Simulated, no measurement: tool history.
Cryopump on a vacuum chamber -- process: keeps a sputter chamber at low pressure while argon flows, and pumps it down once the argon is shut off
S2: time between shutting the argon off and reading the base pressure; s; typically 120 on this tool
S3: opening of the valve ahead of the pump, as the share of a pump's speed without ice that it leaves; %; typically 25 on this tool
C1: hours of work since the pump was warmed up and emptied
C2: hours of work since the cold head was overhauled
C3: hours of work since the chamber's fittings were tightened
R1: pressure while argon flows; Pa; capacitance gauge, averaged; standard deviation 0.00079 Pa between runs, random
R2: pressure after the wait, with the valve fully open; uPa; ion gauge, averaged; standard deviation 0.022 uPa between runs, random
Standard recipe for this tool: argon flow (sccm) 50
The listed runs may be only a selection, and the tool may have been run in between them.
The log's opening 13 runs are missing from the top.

{"run": 14, "hour": 200.0, "argon flow (sccm)": 50, "S2": 120, "S3": 38, "C1": 399, "C2": 399, "C3": 1490, "R1": 0.1107, "R2": 1.79}
{"run": 15, "hour": 219.4, "argon flow (sccm)": 50, "S2": 120, "S3": 38, "C1": 411, "C2": 411, "C3": 1503, "R1": 0.1122, "R2": 1.87}
{"run": 16, "hour": 236.3, "argon flow (sccm)": 50, "S2": 120, "S3": 38, "C1": 421, "C2": 421, "C3": 1513, "R1": 0.1113, "R2": 1.92}
{"run": 17, "hour": 259.6, "argon flow (sccm)": 50, "S2": 120, "S3": 38, "C1": 436, "C2": 436, "C3": 1528, "R1": 0.1128, "R2": 1.97}
{"run": 18, "hour": 271.6, "argon flow (sccm)": 29, "S2": 120, "S3": 47, "C1": 444, "C2": 444, "C3": 1535, "R1": 0.0538, "R2": 1.98}
{"hour": 290.6, "done": "leaking fittings of the chamber tightened, without venting"}
{"run": 19, "hour": 295.5, "argon flow (sccm)": 29, "S2": 120, "S3": 47, "C1": 457, "C2": 457, "C3": 3, "R1": 0.055, "R2": 0.74}
{"run": 20, "hour": 314.7, "argon flow (sccm)": 29, "S2": 120, "S3": 47, "C1": 469, "C2": 469, "C3": 15, "R1": 0.0543, "R2": 0.79}
{"run": 21, "hour": 331.3, "argon flow (sccm)": 29, "S2": 120, "S3": 47, "C1": 480, "C2": 480, "C3": 26, "R1": 0.054, "R2": 0.77}
{"run": 22, "hour": 351.6, "argon flow (sccm)": 29, "S2": 120, "S3": 47, "C1": 493, "C2": 493, "C3": 38, "R1": 0.0555, "R2": 0.78}
{"run": 23, "hour": 374.7, "argon flow (sccm)": 73, "S2": 64, "S3": 25, "C1": 507, "C2": 507, "C3": 53, "R1": 0.2439, "R2": 1.22}
{"run": 24, "hour": 389.4, "argon flow (sccm)": 66, "S2": 46, "S3": 28, "C1": 516, "C2": 516, "C3": 62, "R1": 0.1976, "R2": 1.69}
{"run": 25, "hour": 408.0, "argon flow (sccm)": 66, "S2": 46, "S3": 28, "C1": 528, "C2": 528, "C3": 74, "R1": 0.1998, "R2": 1.72}
{"run": 26, "hour": 430.7, "argon flow (sccm)": 56, "S2": 120, "S3": 28, "C1": 542, "C2": 542, "C3": 88, "R1": 0.169, "R2": 0.85}
{"run": 27, "hour": 444.7, "argon flow (sccm)": 44, "S2": 197, "S3": 54, "C1": 551, "C2": 551, "C3": 97, "R1": 0.0754, "R2": 0.61}
{"run": 28, "hour": 457.6, "argon flow (sccm)": 44, "S2": 197, "S3": 54, "C1": 559, "C2": 559, "C3": 105, "R1": 0.0765, "R2": 0.67}
{"run": 29, "hour": 474.3, "argon flow (sccm)": 44, "S2": 197, "S3": 46, "C1": 570, "C2": 570, "C3": 115, "R1": 0.0871, "R2": 0.66}
{"run": 30, "hour": 495.5, "argon flow (sccm)": 91, "S2": 56, "S3": 59, "C1": 583, "C2": 583, "C3": 129, "R1": 0.1489, "R2": 1.55}
{"hour": 515.1, "done": "pump warmed up, emptied and cooled again"}
{"run": 31, "hour": 521.8, "argon flow (sccm)": 91, "S2": 56, "S3": 59, "C1": 4, "C2": 596, "C3": 142, "R1": 0.1176, "R2": 1.37}
{"run": 32, "hour": 545.1, "argon flow (sccm)": 91, "S2": 56, "S3": 59, "C1": 19, "C2": 611, "C3": 157, "R1": 0.1196, "R2": 1.4}
{"run": 33, "hour": 564.2, "argon flow (sccm)": 69, "S2": 158, "S3": 59, "C1": 31, "C2": 623, "C3": 169, "R1": 0.0916, "R2": 0.65}
{"run": 34, "hour": 583.0, "argon flow (sccm)": 29, "S2": 154, "S3": 59, "C1": 43, "C2": 635, "C3": 180, "R1": 0.0382, "R2": 0.68}

Here are 4 independent what-if runs from the current tool condition. What would each one return?
{"run": "A", "hour": 599.9, "argon flow (sccm)": 24, "S2": 81, "S3": 25, "C1": 53, "C2": 645, "C3": 191, "R1": "?", "R2": "?"}
{"run": "B", "hour": 599.9, "argon flow (sccm)": 33, "S2": 22, "S3": 23, "C1": 53, "C2": 645, "C3": 191, "R1": "?", "R2": "?"}
{"run": "C", "hour": 599.9, "argon flow (sccm)": 46, "S2": 244, "S3": 59, "C1": 53, "C2": 645, "C3": 191, "R1": "?", "R2": "?"}
{"run": "D", "hour": 599.9, "argon flow (sccm)": 91, "S2": 168, "S3": 25, "C1": 53, "C2": 645, "C3": 191, "R1": "?", "R2": "?"}

run=A R1=0.0737 R2=1.09
run=B R1=0.1108 R2=3.15
run=C R1=0.0607 R2=0.55
run=D R1=0.2803 R2=0.68
Without the tool's unlogged condition, the same runs would have read:
run=A R1=0.0730 R2=0.93
run=B R1=0.1098 R2=3.00
run=C R1=0.0594 R2=0.40
run=D R1=0.2777 R2=0.52
